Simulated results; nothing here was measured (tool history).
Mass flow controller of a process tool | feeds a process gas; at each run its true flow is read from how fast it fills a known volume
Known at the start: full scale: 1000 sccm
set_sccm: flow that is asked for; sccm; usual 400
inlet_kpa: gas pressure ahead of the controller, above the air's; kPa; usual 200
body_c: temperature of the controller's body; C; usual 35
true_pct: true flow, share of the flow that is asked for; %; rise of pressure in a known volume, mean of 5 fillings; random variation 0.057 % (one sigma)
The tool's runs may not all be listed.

run    hour  set_sccm  inlet_kpa  body_c  true_pct
  1     0.0       400        200      35     99.65
  2   118.5       400        200      30     99.36
  3   283.1       400        169      30     99.28
  4   380.9       399        200      35     99.63
  5   577.2       399        200      35     99.65
  6   773.1       399        200      35     99.67
  7   949.0       400        223      35     99.73
  8  1105.2       400        223      35     99.80
  9  1305.6       400        223      35     99.91
 10  1479.5       400        223      35     99.81
 11  1653.6       400        149      35     99.50
     1668.6  -- controller's zero set anew
 12  1766.6       400        149      35     99.69
 13  1859.4       651        253      35     99.96
 14  2025.6       651        253      37    100.11
 15  2164.4       651        253      37    100.05
     2280.3  -- controller's zero set anew, once more
 16  2320.9       400        253      35     98.78
 17  2498.3       400        253      35     98.72

The next listed run, before its measurement:
 18  2703.2       163        253      35         ?

{"run 18": {"true_pct": 98.61}}
Without the tool's hidden state the same run would have given true_pct 99.32 %.
